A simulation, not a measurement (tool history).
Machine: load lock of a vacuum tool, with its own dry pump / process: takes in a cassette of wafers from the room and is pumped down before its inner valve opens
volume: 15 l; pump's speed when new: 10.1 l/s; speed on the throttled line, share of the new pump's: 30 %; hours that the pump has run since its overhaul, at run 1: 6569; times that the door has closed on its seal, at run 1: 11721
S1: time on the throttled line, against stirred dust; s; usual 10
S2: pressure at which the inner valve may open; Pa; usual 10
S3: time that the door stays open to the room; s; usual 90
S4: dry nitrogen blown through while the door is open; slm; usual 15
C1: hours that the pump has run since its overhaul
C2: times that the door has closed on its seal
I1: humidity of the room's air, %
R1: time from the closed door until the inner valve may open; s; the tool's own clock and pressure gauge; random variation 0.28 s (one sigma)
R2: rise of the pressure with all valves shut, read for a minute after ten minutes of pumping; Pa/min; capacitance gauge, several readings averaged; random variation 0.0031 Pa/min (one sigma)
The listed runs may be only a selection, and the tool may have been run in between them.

Run 1, hour 0.0: usual settings; C1 6569; C2 11721; I1 47.9. Result: R1 21.4 s, R2 0.163 Pa/min.
Run 2, hour 260.1: usual settings; C1 6829; C2 12435; I1 43.7. Result: R1 22.1 s, R2 0.166 Pa/min.
Run 3, hour 464.4: usual settings; C1 7033; C2 12995; I1 45.1. Result: R1 22.1 s, R2 0.175 Pa/min.
Run 4, hour 733.1: usual settings but S4 14 slm; C1 7302; C2 13732; I1 47.8. Result: R1 22.3 s, R2 0.179 Pa/min.
Run 5, hour 1080.5: usual settings but S4 14 slm; C1 7649; C2 14685; I1 43.0. Result: R1 21.5 s, R2 0.188 Pa/min.
Run 6, hour 1314.0: usual settings; C1 7883; C2 15326; I1 43.9. Result: R1 21.3 s, R2 0.195 Pa/min.
Run 7, hour 1591.3: usual settings; C1 8160; C2 16087; I1 44.9. Result: R1 22.0 s, R2 0.205 Pa/min.
Run 8, hour 1958.2: usual settings; C1 8527; C2 17094; I1 45.0. Result: R1 22.2 s, R2 0.223 Pa/min.
Run 9, hour 2152.7: usual settings; C1 8721; C2 17627; I1 45.7. Result: R1 21.9 s, R2 0.231 Pa/min.
Run 10, hour 2362.4: usual settings; C1 8931; C2 18203; I1 48.3. Result: R1 22.0 s, R2 0.241 Pa/min.
Run 11, hour 2603.3: usual settings but S2 7 Pa, S3 28 s, S4 14 slm; C1 9172; C2 18864; I1 42.1. Result: R1 22.7 s, R2 0.218 Pa/min.
Run 12, hour 2966.0: usual settings but S1 18 s, S2 13 Pa, S3 124 s, S4 17 slm; C1 9535; C2 19859; I1 41.2. Result: R1 26.6 s, R2 0.266 Pa/min.
Run 13, hour 3205.4: usual settings but S2 18 Pa, S3 33 s, S4 20 slm; C1 9774; C2 20516; I1 44.6. Result: R1 20.9 s, R2 0.248 Pa/min.
Run 14, hour 3392.9: usual settings but S2 18 Pa, S3 33 s, S4 20 slm; C1 9962; C2 21030; I1 43.7. Result: R1 21.1 s, R2 0.251 Pa/min.
At hour 3649.2: door's seal changed, seat wiped.
Run 15, hour 3694.6: usual settings but S1 13 s, S2 19 Pa, S3 103 s, S4 20 slm; C1 10262; C2 125; I1 41.1. Result: R1 23.2 s, R2 0.048 Pa/min.
Run 16, hour 3877.2: usual settings but S4 6 slm; C1 10444; C2 626; I1 44.6. Result: R1 22.3 s, R2 0.068 Pa/min.

Forecast each of these 5 alternatives for the next run:
Run A, hour 4084.9: usual settings but S4 10 slm; C1 10652; C2 1196; I1 47.8. Result: R1 ?, R2 ?.
Run B, hour 4084.9: usual settings but S2 7 Pa, S4 16 slm; C1 10652; C2 1196; I1 43.7. Result: R1 ?, R2 ?.
Run C, hour 4084.9: usual settings but S2 17 Pa, S4 6 slm; C1 10652; C2 1196; I1 47.1. Result: R1 ?, R2 ?.
Run D, hour 4084.9: usual settings but S1 14 s, S3 96 s; C1 10652; C2 1196; I1 44.9. Result: R1 ?, R2 ?.
Run E, hour 4084.9: usual settings but S1 9 s, S3 212 s; C1 10652; C2 1196; I1 46.2. Result: R1 ?, R2 ?.

run    R1     R2
  A  22.6  0.068
  B  23.4  0.057
  C  21.6  0.070
  D  25.4  0.065
  E  21.8  0.104
What these runs would have given with no unlogged condition in the tool:
run    R1     R2
  A  20.9  0.066
  B  21.7  0.056
  C  20.1  0.069
  D  23.9  0.064
  E  20.1  0.103

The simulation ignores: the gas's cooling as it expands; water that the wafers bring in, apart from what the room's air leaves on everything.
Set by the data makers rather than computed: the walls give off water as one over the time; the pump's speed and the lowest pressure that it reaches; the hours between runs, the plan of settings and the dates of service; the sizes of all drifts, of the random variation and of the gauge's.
